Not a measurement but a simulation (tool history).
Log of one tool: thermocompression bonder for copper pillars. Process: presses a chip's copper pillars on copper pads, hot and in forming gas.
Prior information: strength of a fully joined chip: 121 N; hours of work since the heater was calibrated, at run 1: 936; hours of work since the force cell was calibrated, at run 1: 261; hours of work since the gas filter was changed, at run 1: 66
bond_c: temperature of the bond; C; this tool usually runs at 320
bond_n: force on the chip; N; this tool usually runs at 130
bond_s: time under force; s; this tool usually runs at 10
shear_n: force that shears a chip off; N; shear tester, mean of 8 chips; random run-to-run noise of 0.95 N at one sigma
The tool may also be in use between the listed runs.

run     day  bond_c  bond_n  bond_s  hours of work since the heater was calibrated  hours of work since the force cell was calibrated  hours of work since the gas filter was changed  shear_n
  1       0     320     130      10                                            936                                                261                                              66     78.1
  2   0.471     320     130      10                                            942                                                267                                              72     77.1
  3   0.996     320     130      10                                            949                                                273                                              79     75.5
  4    1.45     320     130      10                                            955                                                279                                              84     76.8
  5   1.862     320     130      10                                            960                                                284                                              90     74.8
  6   2.296     320     130      10                                            965                                                290                                              95     75.7
  7   2.554     320     130      10                                            969                                                293                                              98     75.8
  8   2.992     320     130      25                                            974                                                299                                             104     96.1
  9   3.242     320     130      25                                            977                                                302                                             107     95.1
 10   3.596     320     130      25                                            982                                                306                                             112     96.2
 11   3.825     294     130      10                                            985                                                309                                             114     54.8
 12   4.192     294     130      10                                            989                                                314                                             119     55.1
 13   4.525     294     130      10                                            994                                                318                                             123     55.9
      4.617  -- force cell calibrated
 14   4.829     294     130      10                                            997                                                  3                                             126     55.7
 15   5.088     294     130      10                                           1000                                                  6                                             130     54.2
 16   5.338     320     130      10                                           1003                                                  9                                             133     75.1
      5.817  -- force cell calibrated, once more
 17   5.817     320     130      10                                           1008                                                  0                                             138     76.5
 18   6.062     320     130      10                                           1011                                                  3                                             141     74.5
 19   6.433     320     130      19                                           1016                                                  8                                             146     89.2
 20   6.817     320     130      10                                           1021                                                 13                                             151       75
 21   7.212     331     130      23                                           1026                                                 18                                             156    100.2
 22   7.567     302     149      10                                           1030                                                 22                                             160     70.8
 23   8.012     346     183      27                                           1036                                                 28                                             166    116.4
 24   8.438     312      84       5                                           1041                                                 33                                             171     32.8
 25   8.721     338     138      13                                           1045                                                 37                                             175     97.2
 26   9.004     338     138      13                                           1049                                                 40                                             178     95.5
 27   9.267     304     130      29                                           1052                                                 44                                             182     84.3
 28   9.517     313     130      10                                           1055                                                 47                                             185       71
 29   9.879     348     130      10                                           1060                                                 51                                             189     94.8
 30  10.171     348     130      10                                           1063                                                 55                                             193     94.1
 31   10.55     348     130      10                                           1068                                                 60                                             198     93.4
 32  10.979     320      92      23                                           1073                                                 65                                             203     70.8
 33  11.388     319     130      10                                           1079                                                 70                                             208     74.3
 34  11.667     319     130      10                                           1082                                                 74                                             212     73.9
 35  12.071     320     130      11                                           1087                                                 79                                             217     76.9
 36  12.429     320     130      11                                           1092                                                 83                                             221       77
 37  12.912     339     174      10                                           1098                                                 90                                             228    100.3
 38  13.275     304     137      10                                           1102                                                 94                                             232     64.9
 39  13.658     335     130      26                                           1107                                                 99                                             237    101.4
 40  13.983     299     193      30                                           1111                                                103                                             241       99

Branching from run 40: 4 alternative next runs. What would each branch give?
  A  14.354     320     116      10                                           1116                                                108                                             246        ?
  B  14.354     324     192      30                                           1116                                                108                                             246        ?
  C  14.354     340     165      10                                           1116                                                108                                             246        ?
  D  14.354     309      85       6                                           1116                                                108                                             246        ?

run  shear_n
  A     67.7
  B    111.2
  C    100.8
  D     32.6
Without the tool's hidden state the same runs would have given:
run  shear_n
  A     74.9
  B    118.8
  C    108.9
  D     36.9
